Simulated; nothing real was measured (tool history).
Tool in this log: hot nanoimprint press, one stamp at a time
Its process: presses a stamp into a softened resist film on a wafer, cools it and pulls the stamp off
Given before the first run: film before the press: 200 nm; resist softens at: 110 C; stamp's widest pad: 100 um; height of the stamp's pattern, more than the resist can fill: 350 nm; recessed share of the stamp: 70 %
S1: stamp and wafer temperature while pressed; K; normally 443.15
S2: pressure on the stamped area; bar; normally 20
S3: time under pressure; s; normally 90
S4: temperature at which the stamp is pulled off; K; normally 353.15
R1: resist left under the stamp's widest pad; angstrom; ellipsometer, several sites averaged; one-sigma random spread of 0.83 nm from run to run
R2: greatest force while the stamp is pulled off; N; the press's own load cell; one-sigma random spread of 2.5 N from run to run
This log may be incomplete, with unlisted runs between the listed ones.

| run | hour | S1 | S2 | S3 | S4 | R1 | R2 |
|---|---|---|---|---|---|---|---|
| 1 | 0 | 443.15 | 20 | 90 | 353.15 | 1104 | 143 |
| 2 | 34.9 | 443.15 | 20 | 90 | 353.15 | 1087 | 151 |
| 3 | 77.8 | 443.15 | 20 | 90 | 353.15 | 1091 | 151 |
| 4 | 117 | 443.15 | 20 | 90 | 341.15 | 1106 | 177 |
| 5 | 144.9 | 443.15 | 20 | 90 | 341.15 | 1108 | 178 |
|  | 167.3 | stamp cleaned and given a new release coat |
| 6 | 193 | 443.15 | 19.4 | 89 | 349.15 | 1128 | 154 |
| 7 | 255.4 | 443.15 | 19.4 | 163 | 349.15 | 899 | 154 |
| 8 | 315 | 443.15 | 19.4 | 163 | 349.15 | 902 | 161 |
| 9 | 366.6 | 448.15 | 23.5 | 52 | 339.15 | 964 | 180 |
|  | 375.2 | plate thermocouple calibrated |
|  | 408.2 | stamp cleaned and given a new release coat |
| 10 | 416.6 | 443.15 | 29.3 | 69 | 353.15 | 1034 | 148 |

Consider 5 possible next runs. They are alternatives, not a sequence: every one starts from the tool as it was left by run 10. What does each give?
|  | 428 | press's hydraulic seals changed and the load cell set to zero |
| A | 474.1 | 433.15 | 27.6 | 79 | 353.15 | ? | ? |
|  | 428 | press's hydraulic seals changed and the load cell set to zero |
| B | 474.1 | 434.15 | 20 | 104 | 353.15 | ? | ? |
|  | 428 | press's hydraulic seals changed and the load cell set to zero |
| C | 474.1 | 443.15 | 29.3 | 98 | 353.15 | ? | ? |
|  | 428 | press's hydraulic seals changed and the load cell set to zero |
| D | 474.1 | 445.15 | 28.9 | 161 | 353.15 | ? | ? |
|  | 428 | press's hydraulic seals changed and the load cell set to zero |
| E | 474.1 | 436.15 | 20 | 90 | 353.15 | ? | ? |

| run | R1 | R2 |
|---|---|---|
| A | 1597 | 148 |
| B | 1587 | 148 |
| C | 919 | 149 |
| D | 673 | 151 |
| E | 1525 | 153 |
What these runs would have given with no unlogged condition in the tool:
| run | R1 | R2 |
|---|---|---|
| A | 1597 | 148 |
| B | 1586 | 148 |
| C | 918 | 149 |
| D | 673 | 151 |
| E | 1525 | 153 |

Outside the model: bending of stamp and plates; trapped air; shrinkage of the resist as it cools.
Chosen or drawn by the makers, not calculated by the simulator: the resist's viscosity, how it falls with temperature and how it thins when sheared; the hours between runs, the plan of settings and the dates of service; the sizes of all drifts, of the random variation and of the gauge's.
